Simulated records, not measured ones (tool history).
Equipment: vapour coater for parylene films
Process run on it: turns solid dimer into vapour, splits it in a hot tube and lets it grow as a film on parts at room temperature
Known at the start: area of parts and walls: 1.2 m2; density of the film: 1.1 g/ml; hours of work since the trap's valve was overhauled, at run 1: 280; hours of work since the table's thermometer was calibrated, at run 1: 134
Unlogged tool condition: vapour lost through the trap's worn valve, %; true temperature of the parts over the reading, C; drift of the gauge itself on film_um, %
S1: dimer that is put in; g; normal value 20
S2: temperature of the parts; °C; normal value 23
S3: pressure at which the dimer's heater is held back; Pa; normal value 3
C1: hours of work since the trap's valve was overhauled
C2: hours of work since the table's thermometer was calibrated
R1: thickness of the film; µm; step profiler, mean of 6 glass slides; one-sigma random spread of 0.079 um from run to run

| run | day | S1 | S2 | S3 | C1 | C2 | R1 |
|---|---|---|---|---|---|---|---|
| 1 | 0 | 20 | 23 | 3 | 280 | 134 | 8.58 |
|  | 0.946 | trap's valve overhauled |
| 2 | 1.058 | 20 | 23 | 3 | 1 | 143 | 8.44 |
| 3 | 1.671 | 20 | 23 | 3 | 7 | 149 | 8.32 |
| 4 | 2.217 | 20 | 23 | 3 | 13 | 155 | 8.32 |
| 5 | 2.8 | 20 | 23 | 3 | 19 | 161 | 8.3 |
| 6 | 3.8 | 20 | 23 | 3 | 29 | 171 | 8.3 |
| 7 | 4.417 | 20 | 23 | 3 | 35 | 177 | 8.17 |
| 8 | 5.521 | 20 | 29 | 3 | 46 | 188 | 7.24 |
|  | 6.375 | trap's valve overhauled, once more |
| 9 | 6.412 | 20 | 18 | 3 | 0 | 195 | 10.48 |
| 10 | 7.029 | 20 | 18 | 3 | 7 | 201 | 10.44 |
| 11 | 7.65 | 20 | 18 | 7.72 | 13 | 207 | 9.7 |
| 12 | 8.579 | 28 | 23 | 3 | 22 | 217 | 13.14 |
| 13 | 9.188 | 15 | 23 | 3 | 28 | 223 | 7.21 |
| 14 | 9.904 | 20 | 23 | 3 | 35 | 230 | 9.55 |
| 15 | 10.754 | 20 | 23 | 3 | 44 | 238 | 9.39 |
| 16 | 11.271 | 19 | 23 | 3 | 49 | 244 | 8.97 |
| 17 | 11.867 | 19 | 23 | 3 | 55 | 250 | 8.98 |
| 18 | 12.633 | 19 | 23 | 3 | 63 | 257 | 8.89 |
| 19 | 13.629 | 19 | 23 | 3 | 73 | 267 | 8.75 |
| 20 | 14.608 | 19 | 24 | 3 | 82 | 277 | 8.58 |
| 21 | 15.7 | 10 | 24 | 3 | 93 | 288 | 4.51 |
| 22 | 16.525 | 20 | 23 | 3 | 101 | 296 | 9.36 |
| 23 | 17.112 | 20 | 23 | 3 | 107 | 302 | 9.3 |
| 24 | 17.6 | 20 | 23 | 3 | 112 | 307 | 9.34 |
| 25 | 18.179 | 20 | 29 | 10.41 | 118 | 313 | 7.55 |
| 26 | 19.05 | 20 | 29 | 10.41 | 127 | 321 | 7.44 |
| 27 | 19.629 | 21 | 29 | 4.36 | 133 | 327 | 8.38 |
| 28 | 20.45 | 13 | 22 | 8.31 | 141 | 335 | 5.64 |
| 29 | 21.475 | 13 | 22 | 3.99 | 151 | 346 | 5.92 |
| 30 | 22.317 | 13 | 22 | 3.99 | 159 | 354 | 5.9 |
| 31 | 23.383 | 13 | 22 | 3.99 | 170 | 365 | 5.86 |
| 32 | 24.346 | 15 | 24 | 3 | 180 | 374 | 6.59 |
| 33 | 24.988 | 12 | 28 | 3 | 186 | 381 | 4.91 |
| 34 | 26.192 | 12 | 28 | 3 | 198 | 393 | 4.85 |
| 35 | 27.1 | 31 | 28 | 3 | 207 | 402 | 12.63 |
| 36 | 28.179 | 31 | 23 | 2.73 | 218 | 413 | 13.73 |
| 37 | 28.775 | 9 | 20 | 9.6 | 224 | 419 | 3.82 |
| 38 | 29.829 | 14 | 18 | 10.62 | 234 | 429 | 6.31 |
| 39 | 30.779 | 17 | 31 | 10.62 | 244 | 439 | 5.9 |
| 40 | 31.467 | 9 | 23 | 2.36 | 251 | 446 | 4.04 |
| 41 | 32.538 | 9 | 23 | 2.36 | 262 | 456 | 4.02 |
| 42 | 33.312 | 20 | 18 | 3 | 269 | 464 | 9.71 |
| 43 | 33.838 | 31 | 31 | 3 | 275 | 469 | 11.53 |
| 44 | 34.533 | 19 | 18 | 3 | 282 | 476 | 9.07 |
|  | 35.283 | trap's valve overhauled |
| 45 | 35.592 | 31 | 27 | 2.58 | 3 | 485 | 14.13 |
| 46 | 36.629 | 11 | 19 | 5.46 | 13 | 495 | 5.5 |
| 47 | 37.271 | 31 | 18 | 5.46 | 20 | 502 | 15.55 |

Below are 3 alternative next runs, each starting from the tool's condition after run 47. Predict each:
| A | 37.975 | 34 | 19 | 4.9 | 27 | 509 | ? |
| B | 37.975 | 31 | 18 | 4.33 | 27 | 509 | ? |
| C | 37.975 | 31 | 23 | 5.46 | 27 | 509 | ? |

| run | R1 |
|---|---|
| A | 16.99 |
| B | 16.02 |
| C | 14.31 |
Take away the tool's hidden state, keep each run's random variation, and the runs would have read:
| run | R1 |
|---|---|
| A | 17.03 |
| B | 16.05 |
| C | 14.34 |
